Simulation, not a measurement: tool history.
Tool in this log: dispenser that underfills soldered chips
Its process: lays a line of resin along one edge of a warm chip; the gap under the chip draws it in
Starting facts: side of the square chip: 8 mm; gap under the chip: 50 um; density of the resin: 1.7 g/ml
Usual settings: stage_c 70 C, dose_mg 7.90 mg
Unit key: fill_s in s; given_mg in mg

Run 1, hour 0.0: usual settings. Result: fill_s 36.6 s, given_mg 7.66 mg.
Run 2, hour 9.7: usual settings. Result: fill_s 58.1 s, given_mg 7.53 mg.
At hour 15.5: new syringe of resin.
Run 3, hour 17.2: usual settings. Result: fill_s 39.6 s, given_mg 7.48 mg.
Run 4, hour 26.5: usual settings but dose_mg 7.66 mg. Result: fill_s 60.4 s, given_mg 7.25 mg.
At hour 31.8: new syringe of resin.
Run 5, hour 33.1: usual settings but dose_mg 7.66 mg. Result: fill_s 39.3 s, given_mg 7.03 mg.
Run 6, hour 38.0: usual settings. Result: fill_s 48.3 s, given_mg 7.35 mg.
At hour 48.4: new syringe of resin.
Run 7, hour 48.4: usual settings. Result: fill_s 37.6 s, given_mg 7.33 mg.
Run 8, hour 55.9: usual settings but stage_c 61 C. Result: fill_s 83.0 s, given_mg 7.35 mg.
Run 9, hour 63.8: usual settings but stage_c 61 C. Result: fill_s 118.7 s, given_mg 7.21 mg.
At hour 64.9: new syringe of resin.
Run 10, hour 68.7: usual settings but stage_c 61 C. Result: fill_s 70.6 s, given_mg 7.11 mg.
Run 11, hour 78.8: usual settings but stage_c 61 C. Result: fill_s 111.4 s, given_mg 7.21 mg.
At hour 81.5: new syringe of resin.
At hour 83.1: dispensing valve cleaned and set on the balance.
Run 12, hour 84.8: usual settings but stage_c 61 C. Result: fill_s 64.6 s, given_mg 7.94 mg.
Run 13, hour 94.7: usual settings but stage_c 61 C. Result: fill_s 99.7 s, given_mg 7.83 mg.
At hour 98.9: new syringe of resin.
Run 14, hour 103.8: usual settings but dose_mg 7.55 mg. Result: fill_s 46.4 s, given_mg 7.45 mg.
Run 15, hour 108.7: usual settings but stage_c 61 C, dose_mg 8.04 mg. Result: fill_s 91.0 s, given_mg 7.95 mg.
Run 16, hour 113.9: usual settings but stage_c 61 C, dose_mg 8.04 mg. Result: fill_s 115.1 s, given_mg 7.92 mg.
At hour 115.6: new syringe of resin.
Run 17, hour 124.3: usual settings but stage_c 78 C, dose_mg 6.94 mg. Result: fill_s 38.8 s, given_mg 6.82 mg.
At hour 132.2: new syringe of resin.
Run 18, hour 134.5: usual settings but stage_c 64 C, dose_mg 9.98 mg. Result: fill_s 55.0 s, given_mg 9.72 mg.
Run 19, hour 141.9: usual settings but stage_c 72 C, dose_mg 9.98 mg. Result: fill_s 51.2 s, given_mg 9.77 mg.
Run 20, hour 147.3: usual settings but stage_c 57 C, dose_mg 8.97 mg. Result: fill_s 144.3 s, given_mg 8.60 mg.
At hour 148.3: new syringe of resin.
Run 21, hour 153.0: usual settings but stage_c 76 C, dose_mg 9.77 mg. Result: fill_s 33.3 s, given_mg 9.39 mg.
Run 22, hour 157.7: usual settings but stage_c 76 C, dose_mg 6.74 mg. Result: fill_s 45.6 s, given_mg 6.47 mg.
At hour 164.3: new syringe of resin.
Run 23, hour 167.2: usual settings but dose_mg 9.94 mg. Result: fill_s 41.8 s, given_mg 9.40 mg.

Consider 3 possible next runs. They are alternatives, not a sequence: every one starts from the tool as it was left by run 23. What does each give?
Run A, hour 171.9: usual settings but dose_mg 8.61 mg. Result: fill_s ?, given_mg ?.
Run B, hour 171.9: usual settings but stage_c 73 C, dose_mg 8.16 mg. Result: fill_s ?, given_mg ?.
Run C, hour 171.9: usual settings but stage_c 71 C. Result: fill_s ?, given_mg ?.

run  fill_s  given_mg
  A    51.3      8.26
  B    46.3      7.81
  C    51.3      7.50
Without the tool's hidden state the same runs would have given:
run  fill_s  given_mg
  A    33.2      8.68
  B    30.0      8.21
  C    33.1      7.89

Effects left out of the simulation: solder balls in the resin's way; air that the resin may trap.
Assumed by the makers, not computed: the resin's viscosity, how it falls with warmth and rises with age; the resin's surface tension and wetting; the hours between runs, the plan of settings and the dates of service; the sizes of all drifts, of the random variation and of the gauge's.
